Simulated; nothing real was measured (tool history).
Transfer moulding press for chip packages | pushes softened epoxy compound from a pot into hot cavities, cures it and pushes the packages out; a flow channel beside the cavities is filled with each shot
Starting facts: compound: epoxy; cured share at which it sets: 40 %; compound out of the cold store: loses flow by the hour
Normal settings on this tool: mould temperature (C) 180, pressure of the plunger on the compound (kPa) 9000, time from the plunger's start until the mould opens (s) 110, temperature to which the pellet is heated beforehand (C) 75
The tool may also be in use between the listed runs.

run,hour,mould temperature (C),pressure of the plunger on the compound (kPa),time from the plunger's start until the mould opens (s),temperature to which the pellet is heated beforehand (C),incoming compound's hours out of the cold store,length that the compound runs in the flow channel (mm),greatest force on the pins that push the packages out (N)
1,0.0,180,9000,110,75,20.2,792,774
2,11.8,180,9000,110,75,26.8,783,790
3,28.7,180,9000,110,75,40.4,742,856
4,41.4,180,9000,110,75,16.3,789,879
5,52.2,180,9000,110,75,43.6,734,846
6,69.0,180,9000,110,75,47.8,730,898
7,88.6,180,9000,110,75,25.4,808,583
8,105.5,180,9000,110,75,17.9,833,706
9,119.2,180,9000,110,75,34.5,796,740
10,129.2,180,9000,110,68,29.2,812,810
11,139.6,180,9000,110,75,30.9,791,800
12,155.3,180,7800,110,75,21.7,761,840
13,170.4,180,9150,110,75,40.6,778,854
14,177.4,180,9150,110,75,18.5,846,897
15,190.5,180,9150,110,75,37.2,795,866
16,203.4,179,9150,142,75,18.6,824,842
17,219.6,180,6820,130,75,44.7,668,565
18,233.6,181,6880,137,75,32.6,689,641
19,246.1,181,6880,137,75,24.9,702,678
20,261.9,181,6880,137,75,46.5,648,763
21,273.9,181,10390,113,75,13.2,888,820
22,282.8,181,10390,113,75,31.0,840,848
23,294.0,180,10460,110,75,17.3,884,901
24,302.0,180,10460,110,75,31.2,827,873
25,317.1,180,9300,121,70,17.1,826,868
26,334.4,188,7910,113,72,20.9,719,456
27,343.0,188,7910,113,72,40.1,688,539
28,350.3,181,10200,95,67,37.4,814,680

Between the runs listed above, the log contained 6 entries, not reproduced here. Where in the sequence does each belong, and how does what the log doesn't record of the tool's condition differ from the listed run before to the listed run after?
Runs 6 to 7: cavities cleaned with cleaning compound and waxed (hour 75.9); plunger's sealing rings changed (hour 88.4)
  true mould temperature over the reading, C: 0.56 -> 0.58; pressure that reaches the compound, % of what is set: 88.87 -> 99.77; grip of the stained cavities, % over clean ones': 87 -> 21.2
  measured minus no-state result, length that the compound runs in the flow channel (mm): -46 -> -3; greatest force on the pins that push the packages out (N): +414 -> +97
Runs 10 to 11: mould's thermocouples calibrated (hour 131.9)
  true mould temperature over the reading, C: 0.61 -> 0.83; pressure that reaches the compound, % of what is set: 98.36 -> 98.08; grip of the stained cavities, % over clean ones': 66.6 -> 71.4
  measured minus no-state result, length that the compound runs in the flow channel (mm): -9 -> -10; greatest force on the pins that push the packages out (N): +317 -> +327
Runs 14 to 15: mould's thermocouples calibrated, once more (hour 189.7)
  true mould temperature over the reading, C: 0.86 -> 0.06; pressure that reaches the compound, % of what is set: 96.82 -> 96.45; grip of the stained cavities, % over clean ones': 84.2 -> 86.2
  measured minus no-state result, length that the compound runs in the flow channel (mm): -17 -> -15; greatest force on the pins that push the packages out (N): +406 -> +400
Runs 16 to 17: cavities cleaned with cleaning compound and waxed (hour 207.9)
  true mould temperature over the reading, C: 0.07 -> 0.08; pressure that reaches the compound, % of what is set: 96.01 -> 95.51; grip of the stained cavities, % over clean ones': 88 -> 22.5
  measured minus no-state result, length that the compound runs in the flow channel (mm): -17 -> -15; greatest force on the pins that push the packages out (N): +390 -> +102
Runs 25 to 26: cavities cleaned with cleaning compound and waxed (hour 334.3)
  true mould temperature over the reading, C: 0.15 -> 0.16; pressure that reaches the compound, % of what is set: 92.16 -> 91.63; grip of the stained cavities, % over clean ones': 86.5 -> 0.9
  measured minus no-state result, length that the compound runs in the flow channel (mm): -35 -> -33; greatest force on the pins that push the packages out (N): +402 -> +3
